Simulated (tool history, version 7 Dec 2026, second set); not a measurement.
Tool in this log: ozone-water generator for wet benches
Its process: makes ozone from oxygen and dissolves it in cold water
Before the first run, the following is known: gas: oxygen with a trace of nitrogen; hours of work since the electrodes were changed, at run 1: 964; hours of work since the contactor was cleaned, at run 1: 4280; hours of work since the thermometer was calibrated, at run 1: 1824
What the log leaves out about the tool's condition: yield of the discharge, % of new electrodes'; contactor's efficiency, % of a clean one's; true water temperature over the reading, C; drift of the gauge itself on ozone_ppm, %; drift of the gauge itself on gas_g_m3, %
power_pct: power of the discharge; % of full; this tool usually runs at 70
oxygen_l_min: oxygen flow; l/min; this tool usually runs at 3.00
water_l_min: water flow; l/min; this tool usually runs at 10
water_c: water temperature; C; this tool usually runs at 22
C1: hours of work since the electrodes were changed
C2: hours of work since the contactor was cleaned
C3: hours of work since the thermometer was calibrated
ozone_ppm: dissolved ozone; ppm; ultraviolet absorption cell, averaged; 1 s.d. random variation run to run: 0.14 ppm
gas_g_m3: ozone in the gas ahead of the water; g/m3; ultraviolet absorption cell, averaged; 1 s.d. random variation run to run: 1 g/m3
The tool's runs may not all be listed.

Run 1, hour 0.0: usual settings; C1 964; C2 4280; C3 1824. Result: ozone_ppm 14.8 ppm, gas_g_m3 177.5 g/m3.
Run 2, hour 135.6: usual settings but oxygen_l_min 2.88 l/min; C1 1055; C2 4371; C3 1915. Result: ozone_ppm 14.4 ppm, gas_g_m3 181.3 g/m3.
Run 3, hour 244.4: usual settings but oxygen_l_min 2.88 l/min, water_c 26 C; C1 1129; C2 4444; C3 1988. Result: ozone_ppm 13.4 ppm, gas_g_m3 179.7 g/m3.
Run 4, hour 351.7: usual settings but oxygen_l_min 2.88 l/min, water_c 26 C; C1 1201; C2 4517; C3 2061. Result: ozone_ppm 13.7 ppm, gas_g_m3 177.9 g/m3.
Run 5, hour 434.1: usual settings but oxygen_l_min 2.88 l/min, water_c 26 C; C1 1257; C2 4572; C3 2116. Result: ozone_ppm 13.8 ppm, gas_g_m3 178.3 g/m3.
Run 6, hour 542.4: usual settings but oxygen_l_min 2.88 l/min, water_c 26 C; C1 1330; C2 4645; C3 2189. Result: ozone_ppm 13.4 ppm, gas_g_m3 176.7 g/m3.
Run 7, hour 671.5: usual settings but oxygen_l_min 2.88 l/min, water_c 26 C; C1 1417; C2 4733; C3 2276. Result: ozone_ppm 13.3 ppm, gas_g_m3 175.4 g/m3.
Run 8, hour 738.6: usual settings but oxygen_l_min 2.88 l/min, water_c 26 C; C1 1462; C2 4778; C3 2322. Result: ozone_ppm 13.4 ppm, gas_g_m3 175.8 g/m3.
Run 9, hour 804.2: usual settings but power_pct 64 % of full, oxygen_l_min 2.88 l/min, water_c 26 C; C1 1506; C2 4822; C3 2366. Result: ozone_ppm 12.3 ppm, gas_g_m3 165.5 g/m3.
At hour 814.4: water thermometer calibrated.
Run 10, hour 904.6: usual settings but oxygen_l_min 3.68 l/min; C1 1574; C2 4889; C3 61. Result: ozone_ppm 14.4 ppm, gas_g_m3 157.9 g/m3.
Run 11, hour 1005.0: usual settings; C1 1641; C2 4957; C3 129. Result: ozone_ppm 14.1 ppm, gas_g_m3 172.0 g/m3.
At hour 1108.7: water thermometer calibrated, once more.
Run 12, hour 1134.3: usual settings; C1 1728; C2 5044; C3 17. Result: ozone_ppm 14.0 ppm, gas_g_m3 173.8 g/m3.
Run 13, hour 1251.4: usual settings but power_pct 52 % of full; C1 1807; C2 5123; C3 96. Result: ozone_ppm 11.8 ppm, gas_g_m3 142.2 g/m3.
Run 14, hour 1336.0: usual settings but power_pct 52 % of full, water_c 21 C; C1 1864; C2 5180; C3 153. Result: ozone_ppm 11.8 ppm, gas_g_m3 142.5 g/m3.
Run 15, hour 1459.6: usual settings but power_pct 52 % of full, water_c 21 C; C1 1947; C2 5263; C3 237. Result: ozone_ppm 11.9 ppm, gas_g_m3 142.7 g/m3.
Run 16, hour 1586.6: usual settings but power_pct 52 % of full, water_c 21 C; C1 2033; C2 5349; C3 322. Result: ozone_ppm 11.8 ppm, gas_g_m3 142.2 g/m3.
Run 17, hour 1649.5: usual settings but power_pct 52 % of full, water_c 21 C; C1 2076; C2 5391; C3 365. Result: ozone_ppm 11.8 ppm, gas_g_m3 140.6 g/m3.
Run 18, hour 1773.9: usual settings but power_pct 52 % of full, water_c 21 C; C1 2159; C2 5475; C3 449. Result: ozone_ppm 11.9 ppm, gas_g_m3 141.7 g/m3.
At hour 1850.3: contactor cleaned.
Run 19, hour 1864.9: usual settings but power_pct 52 % of full, water_c 21 C; C1 2218; C2 10; C3 507. Result: ozone_ppm 12.2 ppm, gas_g_m3 141.2 g/m3.
Run 20, hour 1951.8: usual settings but power_pct 56 % of full, oxygen_l_min 2.99 l/min, water_l_min 6 l/min, water_c 21 C; C1 2277; C2 68; C3 566. Result: ozone_ppm 18.3 ppm, gas_g_m3 147.9 g/m3.
Run 21, hour 2072.6: usual settings but power_pct 41 % of full, oxygen_l_min 2.29 l/min, water_l_min 15 l/min; C1 2358; C2 150; C3 647. Result: ozone_ppm 7.1 ppm, gas_g_m3 136.2 g/m3.
Run 22, hour 2135.2: usual settings but power_pct 41 % of full, oxygen_l_min 2.29 l/min, water_l_min 15 l/min; C1 2400; C2 192; C3 690. Result: ozone_ppm 7.0 ppm, gas_g_m3 135.0 g/m3.
Run 23, hour 2255.6: usual settings but power_pct 80 % of full, oxygen_l_min 2.00 l/min, water_l_min 8 l/min, water_c 25 C; C1 2482; C2 273; C3 771. Result: ozone_ppm 17.0 ppm, gas_g_m3 211.0 g/m3.
Run 24, hour 2346.8: usual settings but power_pct 55 % of full, oxygen_l_min 4.80 l/min, water_l_min 6 l/min, water_c 15 C; C1 2543; C2 335; C3 832. Result: ozone_ppm 19.7 ppm, gas_g_m3 119.0 g/m3.
Run 25, hour 2422.2: usual settings but power_pct 55 % of full, oxygen_l_min 4.80 l/min, water_l_min 6 l/min, water_c 15 C; C1 2594; C2 386; C3 883. Result: ozone_ppm 19.5 ppm, gas_g_m3 117.9 g/m3.
Run 26, hour 2524.7: usual settings but power_pct 49 % of full, oxygen_l_min 3.78 l/min; C1 2663; C2 455; C3 952. Result: ozone_ppm 11.6 ppm, gas_g_m3 121.8 g/m3.
Run 27, hour 2601.8: usual settings but power_pct 54 % of full, oxygen_l_min 3.17 l/min, water_l_min 9 l/min; C1 2715; C2 507; C3 1004. Result: ozone_ppm 13.0 ppm, gas_g_m3 139.6 g/m3.
Run 28, hour 2724.8: usual settings but oxygen_l_min 1.60 l/min; C1 2798; C2 590; C3 1087. Result: ozone_ppm 12.7 ppm, gas_g_m3 213.4 g/m3.
Run 29, hour 2804.2: usual settings but power_pct 62 % of full, oxygen_l_min 3.75 l/min, water_l_min 7 l/min, water_c 17 C; C1 2851; C2 643; C3 1141. Result: ozone_ppm 18.7 ppm, gas_g_m3 139.0 g/m3.
Run 30, hour 2896.9: usual settings but power_pct 46 % of full, oxygen_l_min 3.95 l/min, water_c 18 C; C1 2914; C2 706; C3 1203. Result: ozone_ppm 12.2 ppm, gas_g_m3 114.4 g/m3.
Run 31, hour 2952.5: usual settings but oxygen_l_min 4.65 l/min, water_l_min 12 l/min; C1 2951; C2 743; C3 1241. Result: ozone_ppm 12.5 ppm, gas_g_m3 137.3 g/m3.
Run 32, hour 3086.7: usual settings but power_pct 48 % of full, oxygen_l_min 3.31 l/min, water_c 20 C; C1 3042; C2 834; C3 1331. Result: ozone_ppm 11.4 ppm, gas_g_m3 124.5 g/m3.

Measured less the same run without the tool's hidden state. The same run-to-run variation is in both; the gauge's scatter may not be:
run  ozone_ppm  gas_g_m3
  1       -1.2      -7.1
  2       -1.3      -8.0
  3       -1.3      -8.6
  4       -1.3      -9.0
  5       -1.4      -9.4
  6       -1.5      -9.8
  7       -1.4     -10.4
  8       -1.5     -10.7
  9       -1.4      -9.8
 10       -1.7     -10.5
 11       -1.8     -11.9
 12       -1.7     -12.7
 13       -1.3      -8.7
 14       -1.3      -9.1
 15       -1.4      -9.5
 16       -1.5      -9.9
 17       -1.4     -10.0
 18       -1.6     -10.5
 19       -1.0     -10.7
 20       -1.5     -12.3
 21       -0.5      -8.9
 22       -0.5      -9.1
 23       -2.0     -24.6
 24       -1.9     -10.9
 25       -1.9     -11.1
 26       -1.0     -10.7
 27       -1.3     -13.5
 28       -1.6     -25.8
 29       -2.3     -15.8
 30       -1.2     -10.5
 31       -1.7     -17.6
 32       -1.3     -12.6
